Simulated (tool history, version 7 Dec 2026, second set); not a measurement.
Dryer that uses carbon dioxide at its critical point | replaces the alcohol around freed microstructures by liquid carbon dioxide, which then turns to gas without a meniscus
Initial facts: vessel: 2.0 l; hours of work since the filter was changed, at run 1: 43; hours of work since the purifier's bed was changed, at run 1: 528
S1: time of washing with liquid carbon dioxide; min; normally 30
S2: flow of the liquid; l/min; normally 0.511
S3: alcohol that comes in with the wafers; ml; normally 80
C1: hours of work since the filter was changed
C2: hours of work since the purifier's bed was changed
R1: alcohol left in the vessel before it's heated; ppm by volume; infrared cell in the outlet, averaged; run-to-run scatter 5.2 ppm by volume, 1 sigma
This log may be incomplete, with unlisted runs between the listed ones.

run	hour	S1	S2	S3	C1	C2	R1
1	0	30	0.511	80	43	528	147
2	14.2	30	0.511	80	54	539	153
3	26.6	30	0.511	80	64	549	156
4	49.6	30	0.511	80	82	566	150
5	67.7	36	0.511	80	95	580	91
6	88.5	23	0.511	80	111	596	489
7	112.1	23	0.511	80	129	614	509
8	129.9	23	0.511	80	143	628	491
9	145.8	23	0.511	80	155	640	524
10	166.8	32	0.511	80	171	656	149
11	183.5	32	0.511	80	184	669	138
12	198	30	0.739	80	195	680	70
13	220.9	30	0.739	80	213	698	73
14	234.3	30	0.739	80	223	708	71
15	257.7	47	0.782	22	241	726	68
16	283	20	0.413	86	260	745	2213
17	295.1	45	0.511	80	270	754	77
18	310.8	31	0.511	61	282	766	174
19	330.8	31	0.511	61	297	782	162
# hour 341.4: inlet filter changed
20	346.6	27	0.511	47	4	793	183
21	363.4	30	0.498	80	17	806	194
22	381.9	30	0.498	80	31	820	204
23	399.8	34	0.407	70	45	834	255
24	425.6	30	0.542	23	64	854	110
25	436.8	30	0.542	23	73	862	91
26	458.1	39	0.704	22	89	879	82
27	472	44	0.704	93	100	889	82

Forecast each of these 3 alternatives for the next run:
A	485.2	45	0.511	61	110	899	?
B	485.2	29	0.389	76	110	899	?
C	485.2	21	0.511	80	110	899	?

run	R1
A	91
B	654
C	761
Take away the tool's hidden state, keep each run's random variation, and the runs would have read:
run	R1
A	12
B	500
C	592
